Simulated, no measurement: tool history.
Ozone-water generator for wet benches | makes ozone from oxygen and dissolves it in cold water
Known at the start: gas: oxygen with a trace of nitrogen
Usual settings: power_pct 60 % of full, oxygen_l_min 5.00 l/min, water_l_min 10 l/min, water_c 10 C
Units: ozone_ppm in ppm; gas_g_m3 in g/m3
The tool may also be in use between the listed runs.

{"run": 1, "hour": 0.0, "power_pct": 60, "oxygen_l_min": 5.0, "water_l_min": 10, "water_c": 10, "ozone_ppm": 23.9, "gas_g_m3": 161.7}
{"run": 2, "hour": 16.1, "power_pct": 60, "oxygen_l_min": 5.0, "water_l_min": 10, "water_c": 10, "ozone_ppm": 23.6, "gas_g_m3": 163.1}
{"run": 3, "hour": 46.5, "power_pct": 60, "oxygen_l_min": 4.56, "water_l_min": 10, "water_c": 10, "ozone_ppm": 23.9, "gas_g_m3": 172.3}
{"run": 4, "hour": 74.8, "power_pct": 60, "oxygen_l_min": 5.06, "water_l_min": 10, "water_c": 10, "ozone_ppm": 23.7, "gas_g_m3": 162.0}
{"run": 5, "hour": 101.7, "power_pct": 60, "oxygen_l_min": 5.0, "water_l_min": 10, "water_c": 17, "ozone_ppm": 21.0, "gas_g_m3": 164.6}
{"run": 6, "hour": 126.7, "power_pct": 60, "oxygen_l_min": 5.0, "water_l_min": 10, "water_c": 17, "ozone_ppm": 21.1, "gas_g_m3": 161.7}
{"run": 7, "hour": 148.0, "power_pct": 60, "oxygen_l_min": 5.0, "water_l_min": 10, "water_c": 17, "ozone_ppm": 21.0, "gas_g_m3": 160.9}
{"run": 8, "hour": 165.5, "power_pct": 60, "oxygen_l_min": 5.0, "water_l_min": 10, "water_c": 17, "ozone_ppm": 20.9, "gas_g_m3": 160.7}
{"run": 9, "hour": 186.6, "power_pct": 60, "oxygen_l_min": 5.0, "water_l_min": 10, "water_c": 6, "ozone_ppm": 25.6, "gas_g_m3": 162.9}
{"run": 10, "hour": 204.3, "power_pct": 60, "oxygen_l_min": 5.0, "water_l_min": 10, "water_c": 6, "ozone_ppm": 25.2, "gas_g_m3": 160.9}
{"run": 11, "hour": 219.1, "power_pct": 60, "oxygen_l_min": 5.0, "water_l_min": 10, "water_c": 6, "ozone_ppm": 25.6, "gas_g_m3": 160.9}
{"run": 12, "hour": 235.2, "power_pct": 60, "oxygen_l_min": 5.0, "water_l_min": 10, "water_c": 6, "ozone_ppm": 25.4, "gas_g_m3": 161.1}
{"run": 13, "hour": 253.9, "power_pct": 60, "oxygen_l_min": 5.0, "water_l_min": 10, "water_c": 6, "ozone_ppm": 25.3, "gas_g_m3": 160.7}
{"run": 14, "hour": 280.5, "power_pct": 60, "oxygen_l_min": 5.0, "water_l_min": 10, "water_c": 10, "ozone_ppm": 23.8, "gas_g_m3": 160.8}
{"run": 15, "hour": 295.4, "power_pct": 60, "oxygen_l_min": 5.0, "water_l_min": 10, "water_c": 10, "ozone_ppm": 23.6, "gas_g_m3": 162.5}
{"run": 16, "hour": 321.4, "power_pct": 60, "oxygen_l_min": 5.0, "water_l_min": 10, "water_c": 10, "ozone_ppm": 23.9, "gas_g_m3": 160.6}
{"run": 17, "hour": 338.1, "power_pct": 60, "oxygen_l_min": 8.45, "water_l_min": 8, "water_c": 7, "ozone_ppm": 25.8, "gas_g_m3": 118.7}
{"run": 18, "hour": 358.6, "power_pct": 60, "oxygen_l_min": 4.44, "water_l_min": 10, "water_c": 10, "ozone_ppm": 24.0, "gas_g_m3": 172.7}
{"run": 19, "hour": 385.0, "power_pct": 76, "oxygen_l_min": 4.44, "water_l_min": 10, "water_c": 6, "ozone_ppm": 30.7, "gas_g_m3": 206.5}
{"run": 20, "hour": 409.8, "power_pct": 49, "oxygen_l_min": 6.53, "water_l_min": 13, "water_c": 9, "ozone_ppm": 16.5, "gas_g_m3": 117.7}
{"run": 21, "hour": 431.3, "power_pct": 43, "oxygen_l_min": 6.53, "water_l_min": 13, "water_c": 10, "ozone_ppm": 14.7, "gas_g_m3": 105.3}
{"run": 22, "hour": 454.5, "power_pct": 60, "oxygen_l_min": 3.88, "water_l_min": 10, "water_c": 6, "ozone_ppm": 25.9, "gas_g_m3": 185.8}

Run 23 comes next. What will it give?
{"run": 23, "hour": 475.9, "power_pct": 60, "oxygen_l_min": 3.02, "water_l_min": 10, "water_c": 7, "ozone_ppm": "?", "gas_g_m3": "?"}

{"run 23": {"ozone_ppm": 25.9, "gas_g_m3": 217.1}}
Without the tool's hidden state the same run would have given ozone_ppm 25.9 ppm, gas_g_m3 222.3 g/m3.
